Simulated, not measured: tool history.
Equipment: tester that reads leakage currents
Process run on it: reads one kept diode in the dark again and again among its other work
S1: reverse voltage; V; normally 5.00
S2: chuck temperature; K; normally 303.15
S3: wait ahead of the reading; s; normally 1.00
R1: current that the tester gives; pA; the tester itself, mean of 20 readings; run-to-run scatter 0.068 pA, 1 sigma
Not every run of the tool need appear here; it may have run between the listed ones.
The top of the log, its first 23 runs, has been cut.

run     day     S1      S2    S3     R1
 24  19.729  10.73  303.15  7.10  19.02
 25  20.333   8.95  309.15  7.10  25.56
 26  21.575   8.95  309.15  7.10  25.72
 27  22.433   2.99  313.15  1.00  23.16
 28  23.212   2.99  313.15  1.00  23.25
 29  24.517  15.92  315.15  1.00  50.05
 30  25.275   2.12  320.15  0.46  32.35
 31  26.212  19.34  303.15  2.73  27.30
 32  27.054  19.34  303.15  2.73  27.50
 33  28.092   5.00  302.15  1.69  14.31
 34  29.008   1.23  331.15  4.44  50.86
 35  29.825   1.23  331.15  4.44  50.77
 36  30.900   1.23  314.15  4.44  17.86
 37  31.592   5.00  295.15  1.00  10.33
 38  32.646   3.84  325.15  0.61  52.57
 39  33.529   9.03  297.15  0.74  16.98

5 options for the next run, each taken on its own from the tool as it stands now. Forecast them:
  A  34.275  13.87  303.15  3.18   ?
  B  34.275  14.32  303.15  1.00   ?
  C  34.275   1.83  303.15  1.00   ?
  D  34.275   1.10  330.15  1.00   ?
  E  34.275   5.00  303.15  0.41   ?

run     R1
  A  24.65
  B  27.65
  C  10.37
  D  46.24
  E  17.92
Without the tool's unlogged condition, the same runs would have read:
run     R1
  A  20.38
  B  23.15
  C  10.62
  D  50.18
  E  17.11

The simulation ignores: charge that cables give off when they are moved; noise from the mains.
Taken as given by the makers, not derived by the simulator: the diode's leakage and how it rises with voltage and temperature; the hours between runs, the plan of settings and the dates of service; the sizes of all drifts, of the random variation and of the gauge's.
